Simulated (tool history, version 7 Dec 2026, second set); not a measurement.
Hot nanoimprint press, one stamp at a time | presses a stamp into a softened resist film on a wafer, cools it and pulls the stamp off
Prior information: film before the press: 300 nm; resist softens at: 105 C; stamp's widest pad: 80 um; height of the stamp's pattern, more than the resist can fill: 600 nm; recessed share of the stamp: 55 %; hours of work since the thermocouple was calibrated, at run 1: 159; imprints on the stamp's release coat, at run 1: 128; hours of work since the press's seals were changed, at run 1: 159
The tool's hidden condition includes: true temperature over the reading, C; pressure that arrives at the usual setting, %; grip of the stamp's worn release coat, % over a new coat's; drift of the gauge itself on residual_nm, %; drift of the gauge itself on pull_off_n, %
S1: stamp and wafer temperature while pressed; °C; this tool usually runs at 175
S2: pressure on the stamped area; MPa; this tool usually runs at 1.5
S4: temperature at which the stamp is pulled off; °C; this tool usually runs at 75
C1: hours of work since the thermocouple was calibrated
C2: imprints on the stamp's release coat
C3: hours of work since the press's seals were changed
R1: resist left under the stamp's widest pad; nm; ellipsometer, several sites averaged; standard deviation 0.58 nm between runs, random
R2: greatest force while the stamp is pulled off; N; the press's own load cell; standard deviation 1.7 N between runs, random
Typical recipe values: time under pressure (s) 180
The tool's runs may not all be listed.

run 1 hour=0 | S1=175 S2=1.5 time_under_pressure_(s)=180 S4=75 | C1=159 C2=128 C3=159 | R1=153.3 R2=188
run 2 hour=37.8 | S1=175 S2=1.5 time_under_pressure_(s)=180 S4=75 | C1=187 C2=240 C3=187 | R1=153 R2=192
run 3 hour=86.8 | S1=175 S2=1.92 time_under_pressure_(s)=180 S4=75 | C1=223 C2=384 C3=223 | R1=137.4 R2=190
run 4 hour=123.2 | S1=175 S2=1.92 time_under_pressure_(s)=180 S4=75 | C1=250 C2=491 C3=250 | R1=137.9 R2=198
run 5 hour=154 | S1=175 S2=1.5 time_under_pressure_(s)=180 S4=75 | C1=273 C2=582 C3=273 | R1=152.6 R2=198
run 6 hour=186.7 | S1=175 S2=1.5 time_under_pressure_(s)=180 S4=75 | C1=298 C2=678 C3=298 | R1=150.3 R2=197
run 7 hour=233.3 | S1=175 S2=1.5 time_under_pressure_(s)=180 S4=75 | C1=332 C2=816 C3=332 | R1=151.3 R2=199
run 8 hour=260.5 | S1=175 S2=1.5 time_under_pressure_(s)=180 S4=75 | C1=353 C2=896 C3=353 | R1=150.4 R2=200
run 9 hour=285.1 | S1=165 S2=1.5 time_under_pressure_(s)=180 S4=75 | C1=371 C2=968 C3=371 | R1=195.4 R2=200
run 10 hour=326 | S1=165 S2=1.5 time_under_pressure_(s)=180 S4=75 | C1=401 C2=1089 C3=401 | R1=196.3 R2=202
run 11 hour=368.5 | S1=165 S2=1.5 time_under_pressure_(s)=180 S4=75 | C1=433 C2=1214 C3=433 | R1=195.7 R2=202
-- hour=376.3 plate thermocouple calibrated
-- hour=390.5 stamp cleaned and given a new release coat
run 12 hour=414 | S1=186 S2=1.5 time_under_pressure_(s)=180 S4=75 | C1=24 C2=69 C3=460 | R1=107.9 R2=182
run 13 hour=451.6 | S1=186 S2=1.5 time_under_pressure_(s)=180 S4=75 | C1=52 C2=180 C3=488 | R1=107.7 R2=185
run 14 hour=473 | S1=179 S2=1.5 time_under_pressure_(s)=180 S4=75 | C1=68 C2=243 C3=504 | R1=130.8 R2=186
run 15 hour=501.6 | S1=179 S2=1.5 time_under_pressure_(s)=180 S4=75 | C1=89 C2=327 C3=525 | R1=130.1 R2=185
run 16 hour=544.9 | S1=175 S2=1.5 time_under_pressure_(s)=178 S4=61 | C1=121 C2=455 C3=558 | R1=146.3 R2=241
run 17 hour=572.2 | S1=175 S2=1.5 time_under_pressure_(s)=339 S4=61 | C1=141 C2=535 C3=578 | R1=113.3 R2=242
run 18 hour=598.7 | S1=175 S2=1.5 time_under_pressure_(s)=339 S4=61 | C1=161 C2=613 C3=598 | R1=113.7 R2=240
run 19 hour=628.6 | S1=169 S2=1.56 time_under_pressure_(s)=180 S4=76 | C1=183 C2=701 C3=620 | R1=167.8 R2=186
run 20 hour=660.4 | S1=169 S2=1.56 time_under_pressure_(s)=180 S4=76 | C1=207 C2=795 C3=644 | R1=168.3 R2=188
-- hour=669.2 plate thermocouple calibrated, once more
run 21 hour=687.1 | S1=171 S2=0.92 time_under_pressure_(s)=180 S4=76 | C1=13 C2=865 C3=661 | R1=205 R2=203

Forecast run 22:
run 22 hour=709.4 | S1=178 S2=1.35 time_under_pressure_(s)=350 S4=76 | C1=30 C2=931 C3=678 | R1=? R2=?

Run 22 measured R1 116.5 nm, R2 201 N.
Minus the tool's unlogged condition, the same run would have read R1 116.2 nm, R2 186 N.

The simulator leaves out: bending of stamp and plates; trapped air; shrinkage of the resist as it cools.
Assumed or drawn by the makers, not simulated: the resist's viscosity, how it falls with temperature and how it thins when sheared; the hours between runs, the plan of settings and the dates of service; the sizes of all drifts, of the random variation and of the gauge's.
